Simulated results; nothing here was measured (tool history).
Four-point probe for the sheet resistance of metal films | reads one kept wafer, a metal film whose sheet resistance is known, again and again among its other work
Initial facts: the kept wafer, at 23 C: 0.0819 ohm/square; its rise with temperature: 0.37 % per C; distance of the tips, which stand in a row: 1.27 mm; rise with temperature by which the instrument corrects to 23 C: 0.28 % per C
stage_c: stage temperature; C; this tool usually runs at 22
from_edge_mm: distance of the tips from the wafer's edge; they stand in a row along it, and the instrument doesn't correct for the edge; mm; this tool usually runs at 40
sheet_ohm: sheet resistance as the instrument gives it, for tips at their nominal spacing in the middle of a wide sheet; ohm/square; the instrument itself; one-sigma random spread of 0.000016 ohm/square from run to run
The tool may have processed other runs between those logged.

run,hour,stage_c,from_edge_mm,sheet_ohm
1,0,22,40,0.082123
2,47.7,22,40,0.082149
3,95.5,22,40,0.082123
4,132.4,22,40,0.082153
5,185.8,22,40,0.082158
6,210.4,22,40,0.082144
7,244.8,22,40,0.082163
8,268.4,22,40,0.082157
9,303.6,34,40,0.082967
10,353.5,34,40,0.08297
11,404.1,34,40,0.082957
12,446,22,40,0.082183
13,481.7,22,40,0.082201
14,512.2,22,40,0.082184
15,565.1,22,40,0.082215
16,610.9,27,40,0.082538
17,660.3,27,40,0.082546
18,699.8,27,40,0.082556
19,739.1,27,58,0.082564
20,763.8,22,40,0.082251
21,813.9,22,40,0.082222
22,847.8,22,40,0.082261
23,897.2,18,46,0.081987
24,948.5,23,25,0.082374
25,1001.5,23,39,0.082319
26,1056.4,23,39,0.082303
27,1086.1,23,19,0.082479
28,1117.1,23,16,0.082545
29,1158.5,23,16,0.082548
30,1195.9,19,16,0.082284
31,1220.2,23,5,0.085058
32,1267.6,23,5,0.085071
33,1316.1,34,5,0.085848
34,1346.6,33,34,0.083033
35,1401.1,26,8,0.083624
36,1428.5,34,8,0.084161
37,1457.6,34,6,0.085032
38,1484,34,6,0.085005
39,1512.7,24,11,0.082995
40,1555.2,25,6,0.084418
41,1582.8,26,7,0.083995
42,1613.7,27,14,0.082973
43,1657.2,26,28,0.082628
44,1684.2,22,32,0.08237

5 options for the next run, each taken on its own from the tool as it stands now. Forecast them:
A,1726,18,21,?
B,1726,29,32,?
C,1726,34,64,?
D,1726,26,11,?
E,1726,19,40,?

run,sheet_ohm
A,0.08217
B,0.082851
C,0.08314
D,0.083151
E,0.082114
With no hidden state in the tool, these same runs would have given:
run,sheet_ohm
A,0.081714
B,0.082384
C,0.082668
D,0.082685
E,0.081658

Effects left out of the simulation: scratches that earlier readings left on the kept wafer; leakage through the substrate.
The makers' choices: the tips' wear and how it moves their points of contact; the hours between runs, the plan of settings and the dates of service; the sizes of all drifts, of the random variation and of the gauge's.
